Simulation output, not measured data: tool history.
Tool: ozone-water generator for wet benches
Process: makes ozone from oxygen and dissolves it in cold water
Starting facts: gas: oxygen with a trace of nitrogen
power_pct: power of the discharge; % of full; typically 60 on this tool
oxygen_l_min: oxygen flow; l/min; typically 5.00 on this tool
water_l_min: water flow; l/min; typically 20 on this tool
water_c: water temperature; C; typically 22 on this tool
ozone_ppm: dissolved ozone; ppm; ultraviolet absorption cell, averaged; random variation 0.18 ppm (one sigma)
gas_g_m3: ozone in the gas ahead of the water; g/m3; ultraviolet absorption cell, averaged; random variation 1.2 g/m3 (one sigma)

run 1 hour=0.0 | power_pct=60 oxygen_l_min=5.00 water_l_min=20 water_c=22 | ozone_ppm=24.7 gas_g_m3=213.8
run 2 hour=73.5 | power_pct=60 oxygen_l_min=5.00 water_l_min=20 water_c=22 | ozone_ppm=24.7 gas_g_m3=214.3
run 3 hour=151.8 | power_pct=60 oxygen_l_min=3.11 water_l_min=20 water_c=22 | ozone_ppm=22.3 gas_g_m3=254.8
run 4 hour=231.2 | power_pct=60 oxygen_l_min=3.11 water_l_min=20 water_c=22 | ozone_ppm=21.9 gas_g_m3=254.8
run 5 hour=287.0 | power_pct=60 oxygen_l_min=3.11 water_l_min=20 water_c=22 | ozone_ppm=22.2 gas_g_m3=255.5
run 6 hour=352.5 | power_pct=60 oxygen_l_min=3.11 water_l_min=20 water_c=22 | ozone_ppm=22.1 gas_g_m3=252.9
run 7 hour=431.8 | power_pct=60 oxygen_l_min=5.00 water_l_min=20 water_c=22 | ozone_ppm=24.5 gas_g_m3=210.3
run 8 hour=483.9 | power_pct=60 oxygen_l_min=3.04 water_l_min=20 water_c=22 | ozone_ppm=21.7 gas_g_m3=252.1
run 9 hour=565.3 | power_pct=50 oxygen_l_min=7.00 water_l_min=16 water_c=14 | ozone_ppm=28.6 gas_g_m3=159.7
run 10 hour=633.2 | power_pct=47 oxygen_l_min=7.00 water_l_min=16 water_c=14 | ozone_ppm=27.3 gas_g_m3=149.8
run 11 hour=679.5 | power_pct=47 oxygen_l_min=5.77 water_l_min=16 water_c=14 | ozone_ppm=27.1 gas_g_m3=161.2
run 12 hour=749.8 | power_pct=47 oxygen_l_min=3.90 water_l_min=16 water_c=14 | ozone_ppm=24.8 gas_g_m3=187.2
run 13 hour=804.5 | power_pct=47 oxygen_l_min=3.90 water_l_min=14 water_c=14 | ozone_ppm=27.5 gas_g_m3=187.8
run 14 hour=846.3 | power_pct=47 oxygen_l_min=3.90 water_l_min=14 water_c=14 | ozone_ppm=27.6 gas_g_m3=184.4

What will run 15 give?
-- hour=890.1 water thermometer calibrated
run 15 hour=902.0 | power_pct=47 oxygen_l_min=3.90 water_l_min=14 water_c=14 | ozone_ppm=? gas_g_m3=?

ozone_ppm: 27.5 ppm
gas_g_m3: 184.6 g/m3
Were there no unlogged condition in the tool, this run, its random variation unchanged, would have produced ozone_ppm 27.5 ppm, gas_g_m3 189.9 g/m3.
